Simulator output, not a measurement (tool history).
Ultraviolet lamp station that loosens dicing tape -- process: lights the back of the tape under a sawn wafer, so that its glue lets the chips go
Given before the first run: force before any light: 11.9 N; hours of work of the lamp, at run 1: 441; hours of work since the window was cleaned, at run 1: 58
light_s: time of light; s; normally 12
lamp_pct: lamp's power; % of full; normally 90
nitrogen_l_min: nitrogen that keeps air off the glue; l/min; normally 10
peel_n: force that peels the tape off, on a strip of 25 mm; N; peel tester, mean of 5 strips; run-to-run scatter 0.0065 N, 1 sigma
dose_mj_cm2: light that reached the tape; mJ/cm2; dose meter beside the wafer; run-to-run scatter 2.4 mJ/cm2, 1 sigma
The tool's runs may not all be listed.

run   hour  light_s  lamp_pct  nitrogen_l_min  hours of work of the lamp  hours of work since the window was cleaned  peel_n  dose_mj_cm2
  1    0.0       12        90              10                        441                                          58   0.361          211
  2   67.5       12        93              10                        495                                         111   0.341          202
  3  113.5       12        90               4                        531                                         148   1.080          192
  4  189.0       14        90              10                        591                                         207   0.325          211
  5  234.5       12        90              10                        627                                         243   0.529          177
  6  270.7       12        90              10                        655                                         272   0.581          166
  7  307.8       12        67               4                        684                                         301   2.342          125
  8  378.0        7        67               3                        740                                         357   5.621           66
     383.2  -- lamp changed
     399.3  -- window cleaned of glue's vapour
  9  445.7        9        90               6                         49                                          37   0.753          187
 10  506.4       12        71               7                         97                                          85   0.634          188
 11  585.2       12        90              18                        159                                         147   0.179          227
 12  656.8       22        64              10                        216                                         203   0.179          286

Each row is a separate what-if for the run after 12, all from the same tool condition, not one after another. Results?
  A  722.5       22        89              10                        267                                         255       ?            ?
  B  722.5       19        64               4                        267                                         255       ?            ?
  C  722.5        7        86               6                        267                                         255       ?            ?
  D  722.5       21        67              17                        267                                         255       ?            ?
  E  722.5       10        95              19                        267                                         255       ?            ?

run  peel_n  dose_mj_cm2
  A   0.138          378
  B   0.668          233
  C   2.022          116
  D   0.153          274
  E   0.278          185
Without the tool's hidden state the same runs would have given:
run  peel_n  dose_mj_cm2
  A   0.130          474
  B   0.370          293
  C   1.321          145
  D   0.133          344
  E   0.172          231
